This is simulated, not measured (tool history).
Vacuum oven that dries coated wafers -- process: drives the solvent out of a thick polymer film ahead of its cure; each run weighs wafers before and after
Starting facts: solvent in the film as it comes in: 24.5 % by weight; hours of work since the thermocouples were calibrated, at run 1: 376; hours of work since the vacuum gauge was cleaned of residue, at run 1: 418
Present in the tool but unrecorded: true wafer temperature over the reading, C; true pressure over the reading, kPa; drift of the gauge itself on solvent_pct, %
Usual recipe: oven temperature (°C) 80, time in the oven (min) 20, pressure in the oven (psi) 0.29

run	hour	oven temperature (°C)	time in the oven (min)	pressure in the oven (psi)	hours of work since the thermocouples were calibrated	hours of work since the vacuum gauge was cleaned of residue	solvent left in the film (%)
1	0	80	20	0.29	376	418	6.74
2	26.1	80	20	0.29	393	434	6.66
3	46.3	80	20	0.29	405	447	6.71
4	67.7	80	20	0.29	419	460	6.71
5	90.3	80	20	0.29	433	474	6.8
6	102.8	87	20	0.29	441	482	3.84
7	124.6	80	20	0.29	454	496	6.67
8	147.5	80	20	0.29	469	510	6.66
9	165.6	80	20	0.29	480	522	6.71
10	182.8	80	20	0.29	491	532	6.62
11	203.6	80	20	0.5	504	545	7.39
12	215.3	80	26	0.5	511	553	5.88
13	239.5	80	26	0.5	526	568	5.89
14	263.8	80	26	0.5	541	583	5.88
15	284.1	80	26	0.5	554	596	5.76
16	309.2	80	11	0.29	570	611	10.66
17	326.2	80	11	0.29	580	622	10.75
18	348.3	89	22	0.29	594	636	2.77
19	369.5	89	22	0.29	607	649	2.71
20	390.1	72	26	0.183	620	662	8.07
21	413.8	80	13	0.152	635	677	9.11
22	426.8	80	19	0.709	643	685	8.43
23	438	88	12	0.503	650	692	7.05
24	459.2	88	12	0.503	664	705	7.05
25	482.7	70	13	0.451	678	720	14.34
26	502.5	84	17	0.18	691	732	5.49
27	522.2	80	15	0.29	703	745	8.5
28	543.1	68	20	0.307	716	758	12.18
29	562.8	68	20	0.307	728	770	12.25
30	578.5	91	12	0.197	738	780	5.01
31	603.9	80	11	0.29	754	796	10.5
32	631.6	80	11	0.29	771	813	10.55

The same runs without the tool's hidden state, with the same run-to-run variation:
run	solvent left in the film (%)
1	6.82
2	6.75
3	6.81
4	6.81
5	6.91
6	3.91
7	6.79
8	6.79
9	6.85
10	6.76
11	7.54
12	6
13	6.02
14	6.01
15	5.9
16	10.85
17	10.95
18	2.86
19	2.8
20	8.26
21	9.33
22	8.66
23	7.29
24	7.3
25	14.53
26	5.71
27	8.76
28	12.4
29	12.47
30	5.27
31	10.78
32	10.84

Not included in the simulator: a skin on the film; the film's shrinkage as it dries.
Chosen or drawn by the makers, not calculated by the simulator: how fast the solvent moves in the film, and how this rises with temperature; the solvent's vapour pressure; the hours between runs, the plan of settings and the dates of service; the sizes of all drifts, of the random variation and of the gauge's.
